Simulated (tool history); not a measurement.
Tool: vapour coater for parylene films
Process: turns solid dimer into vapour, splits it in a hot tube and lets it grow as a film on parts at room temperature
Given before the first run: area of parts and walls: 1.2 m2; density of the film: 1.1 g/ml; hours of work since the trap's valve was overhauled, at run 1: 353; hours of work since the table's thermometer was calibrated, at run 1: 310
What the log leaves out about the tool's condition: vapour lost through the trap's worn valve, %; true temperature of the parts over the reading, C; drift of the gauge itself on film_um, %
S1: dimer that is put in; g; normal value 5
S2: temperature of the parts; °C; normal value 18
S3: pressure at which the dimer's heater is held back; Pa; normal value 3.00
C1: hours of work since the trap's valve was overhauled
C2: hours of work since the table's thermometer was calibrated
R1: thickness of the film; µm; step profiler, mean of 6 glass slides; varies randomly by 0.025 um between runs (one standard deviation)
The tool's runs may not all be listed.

| run | hour | S1 | S2 | S3 | C1 | C2 | R1 |
|---|---|---|---|---|---|---|---|
| 1 | 0.0 | 5 | 18 | 3.00 | 353 | 310 | 2.50 |
| 2 | 14.1 | 5 | 17 | 3.00 | 366 | 322 | 2.60 |
| 3 | 23.8 | 5 | 17 | 3.00 | 375 | 331 | 2.58 |
| 4 | 37.5 | 5 | 17 | 3.00 | 387 | 343 | 2.60 |
| 5 | 49.4 | 5 | 17 | 3.00 | 397 | 353 | 2.66 |
| 6 | 61.4 | 5 | 17 | 3.00 | 408 | 364 | 2.61 |
| 7 | 77.9 | 5 | 17 | 3.00 | 423 | 379 | 2.62 |
| 8 | 85.1 | 5 | 17 | 3.00 | 429 | 385 | 2.62 |
| 9 | 95.0 | 5 | 11 | 3.00 | 438 | 394 | 3.30 |
| 10 | 111.4 | 5 | 18 | 3.00 | 453 | 409 | 2.50 |
| 11 | 127.5 | 5 | 18 | 4.73 | 467 | 423 | 2.42 |
| 12 | 138.9 | 5 | 18 | 4.73 | 477 | 433 | 2.41 |
| 13 | 146.8 | 5 | 18 | 3.00 | 484 | 440 | 2.47 |
| 14 | 156.6 | 5 | 18 | 3.00 | 493 | 449 | 2.51 |
| 15 | 167.0 | 5 | 27 | 3.00 | 502 | 458 | 1.71 |
| 16 | 176.6 | 5 | 27 | 3.00 | 511 | 467 | 1.76 |
| 17 | 186.9 | 5 | 18 | 3.00 | 520 | 476 | 2.53 |
| 18 | 203.8 | 4 | 18 | 3.00 | 535 | 491 | 1.97 |
| 19 | 216.5 | 4 | 18 | 3.00 | 546 | 502 | 2.00 |
| 20 | 231.5 | 4 | 18 | 3.00 | 559 | 515 | 2.03 |
| 21 | 248.7 | 4 | 18 | 3.00 | 575 | 531 | 2.02 |
| 22 | 257.7 | 4 | 18 | 3.00 | 583 | 539 | 2.02 |
| 23 | 271.8 | 4 | 18 | 3.00 | 595 | 551 | 2.02 |
| 24 | 288.9 | 3 | 14 | 4.02 | 610 | 566 | 1.73 |
| 25 | 300.3 | 5 | 18 | 6.74 | 621 | 577 | 2.32 |
|  | 311.8 | trap's valve overhauled |
| 26 | 320.3 | 9 | 11 | 6.23 | 8 | 591 | 5.58 |
| 27 | 332.3 | 9 | 11 | 6.23 | 18 | 602 | 5.53 |
| 28 | 340.2 | 9 | 11 | 6.23 | 25 | 609 | 5.60 |
| 29 | 350.5 | 9 | 11 | 6.23 | 34 | 618 | 5.64 |
| 30 | 360.4 | 9 | 11 | 6.23 | 43 | 627 | 5.60 |
| 31 | 370.4 | 9 | 11 | 6.23 | 52 | 635 | 5.62 |
| 32 | 384.8 | 9 | 11 | 6.23 | 65 | 648 | 5.55 |
| 33 | 393.4 | 9 | 11 | 6.23 | 73 | 656 | 5.61 |
| 34 | 408.7 | 9 | 11 | 6.23 | 86 | 670 | 5.57 |
| 35 | 417.3 | 2 | 11 | 4.73 | 94 | 677 | 1.26 |
| 36 | 425.9 | 2 | 11 | 2.04 | 102 | 685 | 1.37 |
| 37 | 435.9 | 2 | 11 | 2.04 | 110 | 694 | 1.43 |
| 38 | 446.9 | 2 | 11 | 2.04 | 120 | 704 | 1.41 |
| 39 | 455.3 | 5 | 16 | 2.79 | 128 | 711 | 2.78 |
| 40 | 472.4 | 4 | 10 | 2.84 | 143 | 726 | 2.83 |
| 41 | 481.4 | 7 | 28 | 5.11 | 151 | 734 | 2.20 |
| 42 | 489.0 | 7 | 29 | 3.00 | 158 | 741 | 2.23 |
| 43 | 498.4 | 7 | 29 | 3.00 | 166 | 749 | 2.25 |
| 44 | 507.8 | 4 | 11 | 3.00 | 174 | 758 | 2.67 |
| 45 | 517.4 | 4 | 11 | 3.00 | 183 | 766 | 2.66 |
| 46 | 526.1 | 4 | 11 | 3.00 | 191 | 774 | 2.61 |

Describe how what the log doesn't record of the tool's condition differs between the last listed run preceding each entry between runs and the first listed run following it.
From run 25 to run 26: trap's valve overhauled (hour 311.8)
  vapour lost through the trap's worn valve, %: 0.4 -> 0

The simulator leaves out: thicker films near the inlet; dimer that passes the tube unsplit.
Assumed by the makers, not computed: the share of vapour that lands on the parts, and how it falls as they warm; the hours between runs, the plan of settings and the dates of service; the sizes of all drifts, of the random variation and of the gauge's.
